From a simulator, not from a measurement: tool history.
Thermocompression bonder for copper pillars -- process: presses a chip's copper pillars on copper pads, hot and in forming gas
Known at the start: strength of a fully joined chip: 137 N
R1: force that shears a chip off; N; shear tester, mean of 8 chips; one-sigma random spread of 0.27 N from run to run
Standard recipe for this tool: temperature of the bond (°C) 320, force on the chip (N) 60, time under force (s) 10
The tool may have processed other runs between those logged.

run 1 hour=0 | temperature_of_the_bond_(°C)=320 force_on_the_chip_(N)=60 time_under_force_(s)=10 | R1=80.9
run 2 hour=27.1 | temperature_of_the_bond_(°C)=299 force_on_the_chip_(N)=60 time_under_force_(s)=10 | R1=69.7
run 3 hour=42 | temperature_of_the_bond_(°C)=299 force_on_the_chip_(N)=60 time_under_force_(s)=10 | R1=69.8
-- hour=64.2 forming gas filter changed
run 4 hour=67.5 | temperature_of_the_bond_(°C)=320 force_on_the_chip_(N)=79 time_under_force_(s)=10 | R1=99.3
run 5 hour=85.8 | temperature_of_the_bond_(°C)=320 force_on_the_chip_(N)=42 time_under_force_(s)=10 | R1=62.9
run 6 hour=119 | temperature_of_the_bond_(°C)=320 force_on_the_chip_(N)=42 time_under_force_(s)=8 | R1=58.4
run 7 hour=148.4 | temperature_of_the_bond_(°C)=320 force_on_the_chip_(N)=42 time_under_force_(s)=8 | R1=57.7
run 8 hour=182.3 | temperature_of_the_bond_(°C)=320 force_on_the_chip_(N)=42 time_under_force_(s)=8 | R1=57.4
run 9 hour=201.2 | temperature_of_the_bond_(°C)=320 force_on_the_chip_(N)=42 time_under_force_(s)=8 | R1=57.7
run 10 hour=228.2 | temperature_of_the_bond_(°C)=320 force_on_the_chip_(N)=60 time_under_force_(s)=10 | R1=82.4
run 11 hour=263.6 | temperature_of_the_bond_(°C)=294 force_on_the_chip_(N)=60 time_under_force_(s)=10 | R1=67.9
run 12 hour=282.3 | temperature_of_the_bond_(°C)=343 force_on_the_chip_(N)=60 time_under_force_(s)=10 | R1=93.3
run 13 hour=314.5 | temperature_of_the_bond_(°C)=343 force_on_the_chip_(N)=60 time_under_force_(s)=10 | R1=93.7
-- hour=328.8 force cell calibrated
run 14 hour=341.4 | temperature_of_the_bond_(°C)=343 force_on_the_chip_(N)=60 time_under_force_(s)=10 | R1=90.1
run 15 hour=369 | temperature_of_the_bond_(°C)=343 force_on_the_chip_(N)=60 time_under_force_(s)=10 | R1=89.1
run 16 hour=395 | temperature_of_the_bond_(°C)=343 force_on_the_chip_(N)=60 time_under_force_(s)=10 | R1=90.1
-- hour=418.4 heater calibrated with a thermocouple chip
run 17 hour=418.4 | temperature_of_the_bond_(°C)=343 force_on_the_chip_(N)=60 time_under_force_(s)=10 | R1=92.5
run 18 hour=435.6 | temperature_of_the_bond_(°C)=320 force_on_the_chip_(N)=60 time_under_force_(s)=10 | R1=81.5
run 19 hour=460.7 | temperature_of_the_bond_(°C)=320 force_on_the_chip_(N)=60 time_under_force_(s)=10 | R1=82.3
run 20 hour=477.2 | temperature_of_the_bond_(°C)=320 force_on_the_chip_(N)=60 time_under_force_(s)=10 | R1=80.9
run 21 hour=501.4 | temperature_of_the_bond_(°C)=320 force_on_the_chip_(N)=60 time_under_force_(s)=10 | R1=81.1
run 22 hour=534.3 | temperature_of_the_bond_(°C)=328 force_on_the_chip_(N)=85 time_under_force_(s)=5 | R1=88.4
run 23 hour=561.8 | temperature_of_the_bond_(°C)=328 force_on_the_chip_(N)=85 time_under_force_(s)=5 | R1=87.9
run 24 hour=588 | temperature_of_the_bond_(°C)=323 force_on_the_chip_(N)=45 time_under_force_(s)=10 | R1=66.1
run 25 hour=605 | temperature_of_the_bond_(°C)=309 force_on_the_chip_(N)=68 time_under_force_(s)=10 | R1=82
run 26 hour=634.1 | temperature_of_the_bond_(°C)=309 force_on_the_chip_(N)=68 time_under_force_(s)=10 | R1=82.3
-- hour=652.7 forming gas filter changed
run 27 hour=652.7 | temperature_of_the_bond_(°C)=309 force_on_the_chip_(N)=68 time_under_force_(s)=10 | R1=85
run 28 hour=680.9 | temperature_of_the_bond_(°C)=309 force_on_the_chip_(N)=68 time_under_force_(s)=10 | R1=84.3

Run 29 is up next; what results do you expect?
run 29 hour=709.8 | temperature_of_the_bond_(°C)=320 force_on_the_chip_(N)=41 time_under_force_(s)=5 | R1=?

R1: 47.3 N
If the tool had no hidden condition, the same run with the same run-to-run variation would have returned R1 47.2 N.

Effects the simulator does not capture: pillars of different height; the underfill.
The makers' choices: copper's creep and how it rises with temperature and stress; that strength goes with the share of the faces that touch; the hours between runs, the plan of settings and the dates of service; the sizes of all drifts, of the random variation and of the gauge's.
